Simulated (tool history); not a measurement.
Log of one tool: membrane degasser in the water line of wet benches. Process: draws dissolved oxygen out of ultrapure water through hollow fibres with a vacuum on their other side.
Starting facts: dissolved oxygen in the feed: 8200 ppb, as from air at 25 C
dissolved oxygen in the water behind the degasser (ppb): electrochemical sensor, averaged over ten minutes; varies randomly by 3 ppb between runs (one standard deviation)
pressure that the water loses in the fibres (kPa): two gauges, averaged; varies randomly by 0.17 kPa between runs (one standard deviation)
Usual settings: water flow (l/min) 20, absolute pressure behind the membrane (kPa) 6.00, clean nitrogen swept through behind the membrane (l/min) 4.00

run,day,water flow (l/min),absolute pressure behind the membrane (kPa),clean nitrogen swept through behind the membrane (l/min),dissolved oxygen in the water behind the degasser (ppb),pressure that the water loses in the fibres (kPa)
1,0.000,20,6.00,4.00,331.7,27.52
2,4.629,20,3.89,4.00,307.7,27.41
# day 9.212: seals of the vacuum lines changed
3,11.225,20,3.89,4.00,312.4,27.62
4,17.725,20,3.89,4.00,311.8,27.53
5,23.529,20,3.89,4.00,312.4,27.46
6,29.358,20,3.89,4.00,316.0,27.43
7,35.596,20,3.89,4.00,319.3,27.74
8,40.217,12,12.70,4.00,235.7,16.63
9,43.596,13,9.90,2.90,256.6,18.05
10,49.750,22,3.84,10.58,352.2,30.42
11,54.462,22,3.84,7.20,351.8,30.49
12,60.662,17,7.15,4.00,300.3,23.75
13,67.525,20,4.15,4.00,325.0,27.73
14,71.262,24,4.37,10.18,393.1,33.36

Some steps in dissolved oxygen in the water behind the degasser (ppb) between neighbouring runs. How much of each would the tool show without its hidden state too (settings, what came in, random variation), and how much is left for the hidden state, with any gauge scatter that isn't in both results?
Unlogged tool condition in this case: membrane still open, %; true pressure behind the membrane over the reading, kPa; air that leaks in behind the membrane, l/min; drift of the gauge itself on oxygen_ppb, %; drift of the gauge itself on loss_of_pressure_kpa, %.
Run 9 -> 10: water flow (l/min) 13 -> 22, absolute pressure behind the membrane (kPa) 9.90 -> 3.84, clean nitrogen swept through behind the membrane (l/min) 2.90 -> 10.58. dissolved oxygen in the water behind the degasser (ppb) +95.6: hidden state +18.5, all else +77.1.

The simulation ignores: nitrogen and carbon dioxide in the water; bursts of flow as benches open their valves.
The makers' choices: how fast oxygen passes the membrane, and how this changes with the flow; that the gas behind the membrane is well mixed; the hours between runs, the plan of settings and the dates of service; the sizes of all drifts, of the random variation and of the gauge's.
